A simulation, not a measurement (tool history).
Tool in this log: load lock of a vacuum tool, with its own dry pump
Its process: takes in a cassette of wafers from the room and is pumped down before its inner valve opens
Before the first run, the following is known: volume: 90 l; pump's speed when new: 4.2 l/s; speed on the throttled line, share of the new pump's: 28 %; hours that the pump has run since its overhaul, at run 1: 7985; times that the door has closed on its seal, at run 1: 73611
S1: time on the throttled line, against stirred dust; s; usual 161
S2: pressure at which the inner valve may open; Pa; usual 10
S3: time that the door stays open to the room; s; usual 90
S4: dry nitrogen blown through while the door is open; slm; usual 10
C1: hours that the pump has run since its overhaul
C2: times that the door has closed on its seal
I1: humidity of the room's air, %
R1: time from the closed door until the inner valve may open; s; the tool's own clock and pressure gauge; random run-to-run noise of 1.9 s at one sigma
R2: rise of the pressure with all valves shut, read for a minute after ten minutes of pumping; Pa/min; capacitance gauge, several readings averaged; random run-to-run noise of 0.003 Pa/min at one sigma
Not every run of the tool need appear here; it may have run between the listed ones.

Run 1, hour 0.0: usual settings; C1 7985; C2 73611; I1 43.3. Result: R1 332.2 s, R2 0.348 Pa/min.
Run 2, hour 236.2: usual settings; C1 8222; C2 74728; I1 46.0. Result: R1 330.6 s, R2 0.356 Pa/min.
Run 3, hour 621.4: usual settings; C1 8607; C2 76549; I1 45.0. Result: R1 333.2 s, R2 0.369 Pa/min.
Run 4, hour 988.2: usual settings; C1 8974; C2 78283; I1 43.9. Result: R1 332.2 s, R2 0.369 Pa/min.
At hour 1147.5: door's seal changed, seat wiped.
Run 5, hour 1269.5: usual settings; C1 9253; C2 577; I1 45.9. Result: R1 335.1 s, R2 0.051 Pa/min.
Run 6, hour 1680.9: usual settings but S4 36 slm; C1 9665; C2 2522; I1 45.0. Result: R1 332.2 s, R2 0.033 Pa/min.
Run 7, hour 2167.4: usual settings but S4 36 slm; C1 10151; C2 4823; I1 47.1. Result: R1 334.6 s, R2 0.032 Pa/min.
Run 8, hour 2660.9: usual settings; C1 10645; C2 7156; I1 44.7. Result: R1 333.6 s, R2 0.062 Pa/min.
Run 9, hour 3092.0: usual settings; C1 11076; C2 9194; I1 44.1. Result: R1 334.1 s, R2 0.062 Pa/min.
Run 10, hour 3563.8: usual settings; C1 11548; C2 11424; I1 43.6. Result: R1 337.2 s, R2 0.069 Pa/min.
Run 11, hour 4085.6: usual settings but S4 15 slm; C1 12069; C2 13892; I1 48.7. Result: R1 341.7 s, R2 0.068 Pa/min.
Run 12, hour 4584.4: usual settings but S4 15 slm; C1 12568; C2 16250; I1 44.0. Result: R1 337.0 s, R2 0.067 Pa/min.
Run 13, hour 4845.5: usual settings but S4 15 slm; C1 12829; C2 17484; I1 46.8. Result: R1 337.4 s, R2 0.075 Pa/min.
Run 14, hour 5126.0: usual settings but S3 58 s; C1 13110; C2 18811; I1 42.0. Result: R1 339.5 s, R2 0.073 Pa/min.
Run 15, hour 5469.8: usual settings; C1 13454; C2 20436; I1 46.3. Result: R1 343.2 s, R2 0.096 Pa/min.
Run 16, hour 5962.8: usual settings; C1 13947; C2 22767; I1 42.8. Result: R1 339.2 s, R2 0.095 Pa/min.
Run 17, hour 6426.0: usual settings; C1 14410; C2 24957; I1 44.1. Result: R1 342.8 s, R2 0.097 Pa/min.
Run 18, hour 6739.7: usual settings; C1 14724; C2 26440; I1 45.2. Result: R1 336.9 s, R2 0.110 Pa/min.
Run 19, hour 6961.1: usual settings but S1 223 s, S2 15 Pa, S4 14 slm; C1 14945; C2 27487; I1 42.3. Result: R1 373.5 s, R2 0.098 Pa/min.
Run 20, hour 7190.4: usual settings but S1 223 s, S2 15 Pa, S4 14 slm; C1 15174; C2 28571; I1 42.7. Result: R1 374.6 s, R2 0.111 Pa/min.
Run 21, hour 7524.4: usual settings but S1 89 s, S2 16 Pa; C1 15508; C2 30150; I1 45.0. Result: R1 281.2 s, R2 0.121 Pa/min.
Run 22, hour 7988.7: usual settings but S1 89 s, S2 16 Pa; C1 15973; C2 32345; I1 42.5. Result: R1 286.3 s, R2 0.123 Pa/min.
Run 23, hour 8507.4: usual settings but S1 247 s, S2 16 Pa, S3 207 s; C1 16491; C2 34798; I1 43.4. Result: R1 391.7 s, R2 0.173 Pa/min.
Run 24, hour 8758.9: usual settings but S2 15 Pa; C1 16743; C2 35987; I1 47.6. Result: R1 331.7 s, R2 0.139 Pa/min.
Run 25, hour 9049.3: usual settings but S3 28 s, S4 26 slm; C1 17033; C2 37360; I1 44.7. Result: R1 344.4 s, R2 0.117 Pa/min.
Run 26, hour 9293.8: usual settings but S3 28 s, S4 26 slm; C1 17278; C2 38516; I1 43.0. Result: R1 348.0 s, R2 0.117 Pa/min.
Run 27, hour 9776.3: usual settings but S1 120 s, S2 20 Pa, S3 67 s, S4 38 slm; C1 17760; C2 40797; I1 45.3. Result: R1 299.9 s, R2 0.131 Pa/min.
Run 28, hour 10002.8: usual settings but S1 120 s, S2 11 Pa, S3 153 s, S4 38 slm; C1 17987; C2 41868; I1 47.5. Result: R1 321.1 s, R2 0.160 Pa/min.
Run 29, hour 10228.8: usual settings but S1 314 s, S2 17 Pa; C1 18213; C2 42937; I1 41.2. Result: R1 435.6 s, R2 0.170 Pa/min.
Run 30, hour 10499.2: usual settings but S1 314 s, S2 9 Pa; C1 18483; C2 44215; I1 41.4. Result: R1 447.4 s, R2 0.174 Pa/min.
Run 31, hour 10988.6: usual settings but S1 314 s, S2 9 Pa; C1 18972; C2 46529; I1 43.2. Result: R1 451.2 s, R2 0.192 Pa/min.
Run 32, hour 11366.2: usual settings but S1 314 s, S2 9 Pa; C1 19350; C2 48314; I1 46.9. Result: R1 456.3 s, R2 0.204 Pa/min.
Run 33, hour 11587.3: usual settings but S1 314 s, S2 9 Pa; C1 19571; C2 49359; I1 45.8. Result: R1 453.8 s, R2 0.208 Pa/min.
Run 34, hour 12060.5: usual settings but S4 9 slm; C1 20044; C2 51597; I1 43.6. Result: R1 350.5 s, R2 0.221 Pa/min.
Run 35, hour 12370.0: usual settings but S2 8 Pa, S4 7 slm; C1 20354; C2 53060; I1 46.9. Result: R1 361.8 s, R2 0.229 Pa/min.
Run 36, hour 12645.3: usual settings but S2 8 Pa, S4 7 slm; C1 20629; C2 54362; I1 46.7. Result: R1 359.2 s, R2 0.232 Pa/min.

4 options for the next run, each taken on its own from the tool as it stands now. Forecast them:
Run A, hour 12896.0: usual settings but S3 74 s; C1 20880; C2 55547; I1 45.9. Result: R1 ?, R2 ?.
Run B, hour 12896.0: usual settings but S1 105 s, S3 74 s; C1 20880; C2 55547; I1 43.4. Result: R1 ?, R2 ?.
Run C, hour 12896.0: usual settings but S2 13 Pa, S3 109 s, S4 15 slm; C1 20880; C2 55547; I1 44.8. Result: R1 ?, R2 ?.
Run D, hour 12896.0: usual settings but S2 8 Pa, S3 195 s, S4 6 slm; C1 20880; C2 55547; I1 48.9. Result: R1 ?, R2 ?.

run     R1     R2
  A  354.2  0.231
  B  317.1  0.230
  C  349.1  0.229
  D  364.1  0.293
Without the tool's hidden state the same runs would have given:
run     R1     R2
  A  317.5  0.047
  B  276.7  0.044
  C  313.6  0.044
  D  325.8  0.108

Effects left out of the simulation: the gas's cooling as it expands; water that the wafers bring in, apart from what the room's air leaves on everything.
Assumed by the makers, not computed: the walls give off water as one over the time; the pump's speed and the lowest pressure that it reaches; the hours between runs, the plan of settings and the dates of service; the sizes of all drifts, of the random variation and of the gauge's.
